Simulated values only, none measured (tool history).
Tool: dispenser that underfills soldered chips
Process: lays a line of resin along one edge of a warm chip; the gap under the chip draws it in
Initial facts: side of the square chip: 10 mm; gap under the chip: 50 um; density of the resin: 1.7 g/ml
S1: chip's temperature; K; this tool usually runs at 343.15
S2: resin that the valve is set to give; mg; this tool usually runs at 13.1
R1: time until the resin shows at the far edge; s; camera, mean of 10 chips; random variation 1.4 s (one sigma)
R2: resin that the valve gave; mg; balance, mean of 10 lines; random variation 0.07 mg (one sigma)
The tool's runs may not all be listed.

run,hour,S1,S2,R1,R2
1,0,343.15,13.1,277.5,13.03
# hour 2.3: new syringe of resin
2,7.5,343.15,13.1,180.1,13.03
3,15.3,343.15,13.1,254,12.87
# hour 18.8: new syringe of resin
4,24.6,344.15,13.1,178.8,12.86
# hour 35.8: new syringe of resin
5,36.2,344.15,13.1,136.4,12.84
6,41.5,344.15,13.1,179.7,12.67
7,47.2,344.15,13.1,225.9,12.78
# hour 52.1: new syringe of resin
8,58.7,343.15,13.1,195.3,12.71
# hour 68.6: new syringe of resin
9,70.5,343.15,13.1,155.5,12.52
# hour 79.4: dispensing valve cleaned and set on the balance
10,82.6,343.15,13.1,255.6,12.95
# hour 85.9: new syringe of resin
11,89.9,343.15,13.1,173.7,12.86
12,99.6,343.15,13.1,267.5,12.85
# hour 102.4: new syringe of resin
13,109.3,343.15,12.7,192.9,12.39
14,116.5,343.15,12.7,277.3,12.36
# hour 119: new syringe of resin
15,126,343.15,12.7,199.8,12.39
# hour 136.3: new syringe of resin
16,137.7,343.15,12.7,154.6,12.1
17,146.1,343.15,12.7,223.5,12.16
# hour 153.3: new syringe of resin
# hour 158.3: dispensing valve cleaned and set on the balance
18,158.6,349.15,12.8,137.1,12.86
19,166,343.15,16.9,237,16.92
# hour 170.7: new syringe of resin
20,175.1,331.15,17,274.8,16.71
21,182.5,343.15,14.9,235.2,14.72
# hour 187.1: new syringe of resin
22,194.3,343.15,14.9,197,14.65
23,199.6,332.15,14.4,388.3,13.93
# hour 203.5: new syringe of resin
24,209.1,332.15,12.4,292.9,11.97
# hour 219.7: new syringe of resin
25,219.7,332.15,12.4,228.6,12.12
26,230.8,353.15,15,162.7,14.38
# hour 236.2: new syringe of resin
# hour 237.8: dispensing valve cleaned and set on the balance
27,238.5,353.15,15,102.1,14.89
28,247.3,353.15,15,152.3,15

Run 29 comes next. What will it give?
# hour 253.7: new syringe of resin
29,257.9,353.15,15,?,?

{"run 29": {"R1": 119.9, "R2": 14.82}}
Minus the tool's unlogged condition, the same run would have read R1 92.3 s, R2 15.05 mg.

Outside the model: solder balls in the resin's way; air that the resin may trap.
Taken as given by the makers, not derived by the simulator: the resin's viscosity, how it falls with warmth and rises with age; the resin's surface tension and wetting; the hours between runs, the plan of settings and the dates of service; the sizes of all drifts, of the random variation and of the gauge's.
